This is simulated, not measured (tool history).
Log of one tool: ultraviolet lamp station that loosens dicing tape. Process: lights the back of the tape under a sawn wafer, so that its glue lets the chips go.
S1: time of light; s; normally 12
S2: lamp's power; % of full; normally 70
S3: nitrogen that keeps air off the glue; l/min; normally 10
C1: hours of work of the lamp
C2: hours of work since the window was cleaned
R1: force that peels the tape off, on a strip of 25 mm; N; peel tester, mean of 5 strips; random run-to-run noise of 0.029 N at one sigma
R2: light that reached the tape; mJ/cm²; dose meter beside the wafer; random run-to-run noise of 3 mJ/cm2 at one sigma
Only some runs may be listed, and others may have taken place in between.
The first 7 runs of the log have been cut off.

run,day,S1,S2,S3,C1,C2,R1,R2
8,4.012,12,65,10,494,376,2.177,347
9,4.775,12,65,10,507,390,2.172,355
10,5.458,12,65,10,520,402,2.299,345
11,6.167,12,65,10,532,415,2.265,346
12,6.867,12,70,10,545,428,2.011,367
13,7.571,12,70,10,558,440,1.982,367
14,8.104,12,70,10,567,450,2.126,366
15,8.700,12,70,10,578,461,2.093,361
16,9.250,12,70,9,588,470,2.212,357
17,9.979,14,74,8,601,484,1.814,448
18,10.567,14,74,8,611,494,1.732,449
19,11.362,11,75,10,626,508,2.236,345
# day 11.650: window cleaned of glue's vapour
20,11.929,11,75,10,636,5,1.796,394
21,12.554,12,70,12,647,16,1.610,408
22,13.183,19,61,10,658,28,0.992,557
23,13.983,19,61,10,672,42,1.042,551
24,14.729,21,68,16,686,55,0.454,673
25,15.421,21,68,4,698,68,1.374,675
26,16.221,8,82,5,713,82,3.517,308
27,16.908,17,72,16,725,94,0.673,566
28,17.621,17,72,16,738,107,0.680,565
29,18.450,13,72,7,753,122,1.974,432
30,19.192,15,91,7,766,135,1.014,621
31,19.771,13,64,10,776,146,2.004,376

3 ways to go on from here, each from the tool as it stands after run 31. What would each give?
A,20.246,9,93,5,785,154,?,?
B,20.246,7,64,10,785,154,?,?
C,20.246,12,90,10,785,154,?,?

run,R1,R2
A,2.755,380
B,3.938,202
C,1.233,483
With no hidden state in the tool, these same runs would have given:
run,R1,R2
A,2.180,456
B,3.331,243
C,0.856,581
